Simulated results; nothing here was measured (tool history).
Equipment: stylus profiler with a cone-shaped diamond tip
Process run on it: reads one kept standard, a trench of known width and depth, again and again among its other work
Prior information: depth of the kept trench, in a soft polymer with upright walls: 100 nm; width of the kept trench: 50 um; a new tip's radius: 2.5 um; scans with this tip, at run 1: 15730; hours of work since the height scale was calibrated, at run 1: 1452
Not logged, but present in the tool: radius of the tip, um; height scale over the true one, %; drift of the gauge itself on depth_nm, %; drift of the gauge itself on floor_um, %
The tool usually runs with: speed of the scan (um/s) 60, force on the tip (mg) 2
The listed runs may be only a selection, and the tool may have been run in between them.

run	hour	speed of the scan (um/s)	force on the tip (mg)	scans with this tip	hours of work since the height scale was calibrated	depth of the trench (nm)	width of the trench's floor (µm)
1	0	60	2	15730	1452	101.14	47.97
2	86.1	60	2	16373	1512	101.26	47.91
3	170.6	60	2	17004	1570	101.16	47.99
4	243.7	60	2	17550	1620	101.4	47.86
5	323.3	60	2	18145	1675	101.36	47.84
6	396.2	60	2	18690	1726	101.34	47.8
7	501.3	60	2	19474	1798	101.42	47.82
8	596.9	60	2	20188	1864	101.31	47.84
9	653.7	60	2	20613	1903	101.63	47.82
10	737.8	60	2	21241	1961	101.55	47.82
11	784.2	60	2	21588	1993	101.46	47.84
12	884.7	30	2	22339	2062	101.57	48.01
13	938.2	30	2	22738	2099	101.55	47.97
14	987.9	30	2	23109	2134	101.73	47.97
15	1061.8	60	2	23662	2185	101.62	47.78
# hour 1071.4: height scale calibrated on a step standard
16	1124.3	213	2	24125	37	100.57	47
17	1201.8	221	2	24703	90	100.71	46.94
18	1283.9	221	2	25316	147	100.81	46.93
19	1360.6	60	2.75	25890	200	100.9	47.8
20	1446.9	60	2.75	26534	259	101.16	47.78
21	1537.7	60	2.75	27212	322	101.12	47.77
22	1612.5	60	2	27771	373	100.8	47.7
23	1675.6	60	2	28243	417	101.12	47.69
24	1738.9	60	2	28715	460	100.93	47.74
25	1800.7	85	1.01	29177	503	100.63	47.37
26	1899.4	46	1.05	29915	571	100.74	47.66
27	1972.4	38	4.99	30460	621	101.61	47.87
28	2064.3	38	1.47	31146	685	101.11	47.73
29	2147.9	38	1.47	31770	742	100.8	47.69
30	2249.8	61	1.16	32532	813	100.83	47.56
31	2306.4	61	1.16	32954	852	100.85	47.47
# hour 2395.2: new tip fitted, height scale calibrated
32	2396.6	109	1.46	10	1	100.71	47.93
33	2459.3	239	0.81	478	44	100.37	46.69
34	2504.5	69	0.8	816	75	100.55	48
35	2586.1	60	3.89	1426	132	101.22	48.36
36	2649	44	3.09	1896	175	100.99	48.4
37	2752.2	44	3.09	2667	246	101.04	48.36
38	2809.2	217	2.25	3092	286	100.89	47.46
39	2869.7	163	1.59	3544	327	100.64	47.55
40	2973.6	18	0.8	4320	399	100.49	48.35
41	3021.2	18	0.8	4676	432	100.56	48.37
42	3101.3	15	0.72	5274	487	100.61	48.37
43	3182.7	25	0.72	5882	543	100.63	48.21
44	3238.5	25	0.72	6299	582	100.71	48.24
45	3328	16	0.99	6967	643	100.78	48.35
46	3422.1	54	2.53	7670	708	101.13	48.19

Selected run-to-run steps in depth of the trench (nm), each split into two signed amounts: the part the tool would show with no hidden state at all (from settings, incoming material and random variation), and the remainder, which goes to the hidden state together with any gauge scatter not common to the measured and the hidden-state-free results:
Run 1 -> 2: no setting touched and nothing written in the log between the runs. depth of the trench (nm) +0.12: hidden state +0.03, all else +0.09.
Run 15 -> 16: speed of the scan (um/s) 60 -> 213, height scale calibrated on a step standard. depth of the trench (nm) -1.05: hidden state -0.84, all else -0.21.
Run 26 -> 27: speed of the scan (um/s) 46 -> 38, force on the tip (mg) 1.05 -> 4.99. depth of the trench (nm) +0.87: hidden state +0.02, all else +0.85.
Run 31 -> 32: speed of the scan (um/s) 61 -> 109, force on the tip (mg) 1.16 -> 1.46, new tip fitted, height scale calibrated. depth of the trench (nm) -0.14: hidden state -0.34, all else +0.2.
Run 34 -> 35: speed of the scan (um/s) 69 -> 60, force on the tip (mg) 0.8 -> 3.89. depth of the trench (nm) +0.67: hidden state +0.02, all else +0.65.
